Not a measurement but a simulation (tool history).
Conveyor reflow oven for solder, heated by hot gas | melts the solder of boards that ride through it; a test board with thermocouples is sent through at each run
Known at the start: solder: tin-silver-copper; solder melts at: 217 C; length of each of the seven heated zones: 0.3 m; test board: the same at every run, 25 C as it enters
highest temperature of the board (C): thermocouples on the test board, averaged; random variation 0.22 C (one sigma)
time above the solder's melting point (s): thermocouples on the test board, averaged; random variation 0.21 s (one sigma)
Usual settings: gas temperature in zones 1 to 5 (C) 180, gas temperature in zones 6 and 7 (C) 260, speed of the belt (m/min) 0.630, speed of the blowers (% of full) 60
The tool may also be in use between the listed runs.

run	day	gas temperature in zones 1 to 5 (C)	gas temperature in zones 6 and 7 (C)	speed of the belt (m/min)	speed of the blowers (% of full)	highest temperature of the board (C)	time above the solder's melting point (s)
1	0.000	180	260	0.630	60	246.9	41.2
2	0.646	180	260	0.630	77	248.6	43.2
3	1.338	180	260	0.630	77	248.8	43.2
4	1.938	180	260	0.630	77	248.6	43.7
5	2.321	180	260	0.630	77	248.5	43.0
6	2.850	181	260	0.630	77	249.2	44.0
7	3.271	181	260	0.630	77	248.5	43.8
8	3.896	180	258	0.630	60	244.8	39.9
9	4.562	180	258	0.630	60	244.6	40.6
10	4.929	180	258	0.630	60	244.3	40.2
11	5.492	180	258	0.630	60	244.5	39.9
12	6.300	180	258	0.630	60	245.0	40.1
13	6.842	180	271	0.630	60	255.7	45.9
14	7.550	180	260	0.630	84	249.1	44.1
15	8.317	180	260	0.630	60	246.2	41.1
16	9.075	180	260	0.630	60	246.5	41.4
17	9.450	180	260	0.757	51	238.9	27.7
18	9.917	171	260	0.757	51	236.5	24.0
# day 10.508: flux residue cleaned out of gas plates and filters
19	10.892	171	260	0.757	51	236.6	24.4
20	11.412	174	274	0.508	70	264.6	60.8
21	11.917	174	274	0.542	87	265.6	57.6
22	12.638	180	259	0.630	60	245.9	40.9
23	13.004	180	259	0.630	60	245.3	40.5
24	13.654	180	259	0.630	60	245.8	40.7
25	14.242	190	248	0.630	60	237.7	39.1
26	14.754	190	248	0.630	60	237.6	39.4
27	15.175	188	256	0.630	60	244.2	43.0
28	15.854	188	256	0.630	60	244.4	43.0
29	16.504	182	269	0.737	58	249.4	36.2
30	17.288	175	260	0.674	60	243.6	34.6

Forecast each of these 3 alternatives for the next run:
A	17.833	168	260	0.630	60	?	?
B	17.833	180	263	0.605	63	?	?
C	17.833	180	272	0.640	64	?	?

run	highest temperature of the board (C)	time above the solder's melting point (s)
A	244.4	36.7
B	250.6	46.0
C	256.8	46.3
Without the tool's hidden state the same runs would have given:
run	highest temperature of the board (C)	time above the solder's melting point (s)
A	244.4	36.7
B	250.6	46.0
C	256.8	46.3
